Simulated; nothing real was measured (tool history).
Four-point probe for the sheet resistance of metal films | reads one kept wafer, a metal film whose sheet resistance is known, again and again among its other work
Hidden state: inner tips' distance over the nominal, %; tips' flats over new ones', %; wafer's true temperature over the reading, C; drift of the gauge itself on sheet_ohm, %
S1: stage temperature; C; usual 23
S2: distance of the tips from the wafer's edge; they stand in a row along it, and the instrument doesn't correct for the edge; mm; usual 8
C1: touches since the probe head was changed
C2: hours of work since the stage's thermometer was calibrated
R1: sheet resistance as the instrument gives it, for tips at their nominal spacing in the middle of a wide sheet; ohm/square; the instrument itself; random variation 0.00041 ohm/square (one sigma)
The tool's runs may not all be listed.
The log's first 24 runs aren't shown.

| run | day | S1 | S2 | C1 | C2 | R1 |
|---|---|---|---|---|---|---|
| 25 | 68.450 | 24 | 20 | 49709 | 737 | 2.053076 |
| 26 | 71.850 | 22 | 23 | 52777 | 779 | 2.053431 |
| 27 | 73.675 | 19 | 3 | 54420 | 801 | 2.101207 |
| 28 | 76.762 | 19 | 3 | 57206 | 839 | 2.100716 |
| 29 | 78.954 | 22 | 8 | 59181 | 866 | 2.058133 |
| 30 | 82.379 | 34 | 8 | 62272 | 908 | 2.053505 |
| 31 | 85.279 | 19 | 8 | 64886 | 944 | 2.058221 |
| 32 | 87.150 | 30 | 15 | 66575 | 967 | 2.049181 |
| 33 | 89.858 | 19 | 5 | 69014 | 1000 | 2.067765 |
| 34 | 92.388 | 19 | 5 | 71298 | 1031 | 2.067340 |
| 35 | 96.283 | 33 | 6 | 74809 | 1079 | 2.056750 |
| 36 | 98.700 | 33 | 6 | 76988 | 1109 | 2.056879 |
| 37 | 101.454 | 25 | 17 | 79474 | 1143 | 2.047834 |
| 38 | 103.846 | 25 | 5 | 81630 | 1172 | 2.064072 |
|  | 105.421 | new probe head fitted |
| 39 | 107.504 | 23 | 44 | 1879 | 1217 | 2.061329 |
| 40 | 110.229 | 23 | 24 | 4336 | 1250 | 2.061151 |
| 41 | 113.392 | 30 | 4 | 7189 | 1289 | 2.084878 |
| 42 | 117.033 | 28 | 26 | 10473 | 1334 | 2.057938 |
| 43 | 119.438 | 26 | 4 | 12641 | 1364 | 2.085148 |
| 44 | 121.192 | 20 | 50 | 14223 | 1385 | 2.059512 |
| 45 | 125.133 | 23 | 8 | 17778 | 1434 | 2.065272 |

3 ways to go on from here, each from the tool as it stands after run 45. What would each give?
| A | 128.529 | 21 | 22 | 20841 | 1476 | ? |
| B | 128.529 | 23 | 27 | 20841 | 1476 | ? |
| C | 128.529 | 21 | 8 | 20841 | 1476 | ? |

| run | R1 |
|---|---|
| A | 2.058235 |
| B | 2.057649 |
| C | 2.065412 |
Without the tool's hidden state the same runs would have given:
| run | R1 |
|---|---|
| A | 2.064747 |
| B | 2.064165 |
| C | 2.071945 |
